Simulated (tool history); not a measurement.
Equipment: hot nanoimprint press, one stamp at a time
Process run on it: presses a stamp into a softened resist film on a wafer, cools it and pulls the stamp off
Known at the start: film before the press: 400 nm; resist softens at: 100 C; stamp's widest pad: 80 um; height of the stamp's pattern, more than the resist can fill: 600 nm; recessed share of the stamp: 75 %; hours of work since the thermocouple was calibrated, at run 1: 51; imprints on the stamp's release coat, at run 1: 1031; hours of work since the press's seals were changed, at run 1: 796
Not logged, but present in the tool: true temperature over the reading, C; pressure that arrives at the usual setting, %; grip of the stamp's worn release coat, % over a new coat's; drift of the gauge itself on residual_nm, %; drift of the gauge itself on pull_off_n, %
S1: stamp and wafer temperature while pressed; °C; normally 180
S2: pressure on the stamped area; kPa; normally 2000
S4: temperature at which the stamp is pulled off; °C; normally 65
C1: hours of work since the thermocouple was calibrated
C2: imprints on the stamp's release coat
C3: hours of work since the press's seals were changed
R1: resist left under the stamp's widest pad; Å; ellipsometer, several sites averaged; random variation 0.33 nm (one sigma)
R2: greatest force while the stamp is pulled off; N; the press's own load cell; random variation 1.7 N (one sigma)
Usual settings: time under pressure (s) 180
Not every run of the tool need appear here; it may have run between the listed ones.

run 1 hour=0.0 | S1=180 S2=2000 time_under_pressure_(s)=180 S4=65 | C1=51 C2=1031 C3=796 | R1=1548 R2=111
run 2 hour=31.3 | S1=180 S2=2000 time_under_pressure_(s)=180 S4=65 | C1=71 C2=1159 C3=815 | R1=1543 R2=112
run 3 hour=59.7 | S1=180 S2=2000 time_under_pressure_(s)=180 S4=65 | C1=88 C2=1276 C3=833 | R1=1549 R2=112
run 4 hour=77.6 | S1=180 S2=2000 time_under_pressure_(s)=180 S4=65 | C1=99 C2=1350 C3=844 | R1=1555 R2=115
run 5 hour=115.4 | S1=180 S2=2000 time_under_pressure_(s)=180 S4=65 | C1=122 C2=1505 C3=867 | R1=1549 R2=115
run 6 hour=147.8 | S1=180 S2=2000 time_under_pressure_(s)=180 S4=65 | C1=141 C2=1638 C3=886 | R1=1549 R2=115
-- hour=163.5 stamp cleaned and given a new release coat
run 7 hour=182.3 | S1=180 S2=2000 time_under_pressure_(s)=180 S4=65 | C1=159 C2=77 C3=904 | R1=1549 R2=114
run 8 hour=221.4 | S1=180 S2=2000 time_under_pressure_(s)=303 S4=65 | C1=183 C2=238 C3=927 | R1=1237 R2=113
run 9 hour=256.0 | S1=180 S2=2000 time_under_pressure_(s)=303 S4=65 | C1=204 C2=380 C3=948 | R1=1238 R2=111
run 10 hour=278.2 | S1=182 S2=3090 time_under_pressure_(s)=216 S4=72 | C1=217 C2=472 C3=962 | R1=1096 R2=94
run 11 hour=303.7 | S1=182 S2=3090 time_under_pressure_(s)=216 S4=72 | C1=233 C2=576 C3=978 | R1=1094 R2=92
run 12 hour=332.8 | S1=182 S2=3090 time_under_pressure_(s)=216 S4=72 | C1=250 C2=696 C3=995 | R1=1098 R2=96

What if the next run were any one of these 5? Each begins from the tool's condition after run 12:
-- hour=362.1 plate thermocouple calibrated
run A hour=363.7 | S1=178 S2=1940 time_under_pressure_(s)=216 S4=67 | C1=1 C2=811 C3=1012 | R1=? R2=?
-- hour=362.1 plate thermocouple calibrated
run B hour=363.7 | S1=170 S2=3090 time_under_pressure_(s)=204 S4=72 | C1=1 C2=811 C3=1012 | R1=? R2=?
-- hour=362.1 plate thermocouple calibrated
run C hour=363.7 | S1=189 S2=2000 time_under_pressure_(s)=180 S4=65 | C1=1 C2=811 C3=1012 | R1=? R2=?
-- hour=362.1 plate thermocouple calibrated
run D hour=363.7 | S1=173 S2=3090 time_under_pressure_(s)=228 S4=72 | C1=1 C2=811 C3=1012 | R1=? R2=?
-- hour=362.1 plate thermocouple calibrated
run E hour=363.7 | S1=182 S2=3090 time_under_pressure_(s)=292 S4=72 | C1=1 C2=811 C3=1012 | R1=? R2=?

run=A R1=1554 R2=109
run=B R1=1698 R2=96
run=C R1=1171 R2=114
run=D R1=1462 R2=92
run=E R1=953 R2=93
With no hidden state in the tool, these same runs would have given:
run=A R1=1553 R2=109
run=B R1=1696 R2=95
run=C R1=1170 R2=114
run=D R1=1459 R2=92
run=E R1=952 R2=93

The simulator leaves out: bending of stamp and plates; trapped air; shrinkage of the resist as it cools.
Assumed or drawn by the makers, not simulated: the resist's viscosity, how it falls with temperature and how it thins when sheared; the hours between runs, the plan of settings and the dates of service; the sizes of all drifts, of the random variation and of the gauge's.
